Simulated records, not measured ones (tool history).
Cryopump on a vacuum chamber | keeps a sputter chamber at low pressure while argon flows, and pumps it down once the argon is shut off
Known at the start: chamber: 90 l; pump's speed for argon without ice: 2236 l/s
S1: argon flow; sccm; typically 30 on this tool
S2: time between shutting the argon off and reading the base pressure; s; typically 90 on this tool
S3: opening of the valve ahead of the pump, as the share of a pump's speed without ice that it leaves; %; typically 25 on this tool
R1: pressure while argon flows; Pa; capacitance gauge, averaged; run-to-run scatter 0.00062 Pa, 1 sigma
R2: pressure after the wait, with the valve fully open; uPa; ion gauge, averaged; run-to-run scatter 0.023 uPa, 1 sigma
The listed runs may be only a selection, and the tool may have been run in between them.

run,day,S1,S2,S3,R1,R2
1,0,30,90,25,0.0989,1.4
2,0.633,30,91,25,0.0984,1.37
3,1.242,30,91,25,0.0987,1.48
4,1.612,30,90,25,0.0986,1.49
5,2.271,30,90,25,0.0993,1.45
6,2.8,30,47,25,0.099,2.07
7,3.175,30,53,25,0.099,1.93
8,3.754,30,53,25,0.0999,1.9
9,4.246,30,90,27,0.0927,1.49
10,4.846,30,90,27,0.0938,1.49
# day 5.183: pump warmed up, emptied and cooled again
11,5.825,30,90,17,0.1335,1.28
12,6.342,30,90,25,0.0916,1.29
13,6.679,30,90,25,0.0912,1.27
14,7.238,30,90,25,0.0918,1.24
15,7.662,30,85,25,0.0915,1.24
16,8.067,30,85,25,0.0926,1.27
17,8.675,30,85,25,0.0921,1.29
18,9.067,25,238,20,0.0949,0.94
19,9.429,49,43,39,0.0963,2.03
20,9.929,49,43,39,0.0978,1.94
21,10.733,49,43,39,0.0982,1.98
22,11.358,49,39,39,0.0983,2.12
23,12.162,24,90,53,0.0356,1.3
24,12.767,24,90,53,0.0364,1.29
25,13.162,24,90,53,0.0368,1.36
26,13.792,20,64,24,0.0651,1.6
27,14.292,25,41,36,0.0552,2.06
28,15.083,22,27,16,0.1056,2.82
29,15.742,59,27,46,0.1024,2.77
30,16.421,59,27,46,0.1041,2.75
31,17.121,30,90,16,0.1451,1.39
32,17.554,13,90,40,0.0252,1.34
33,18.154,16,130,23,0.0559,1.21
34,18.492,30,23,27,0.0875,3.23

Alternative continuations, all from the tool just after run 34; predict every row:
A,19.288,22,56,16,?,?
B,19.288,59,198,25,?,?
C,19.288,30,52,20,?,?

run,R1,R2
A,0.108,1.76
B,0.1853,1.05
C,0.1183,1.89
Without the tool's hidden state the same runs would have given:
run,R1,R2
A,0.1047,1.11
B,0.1766,0.4
C,0.1138,1.21
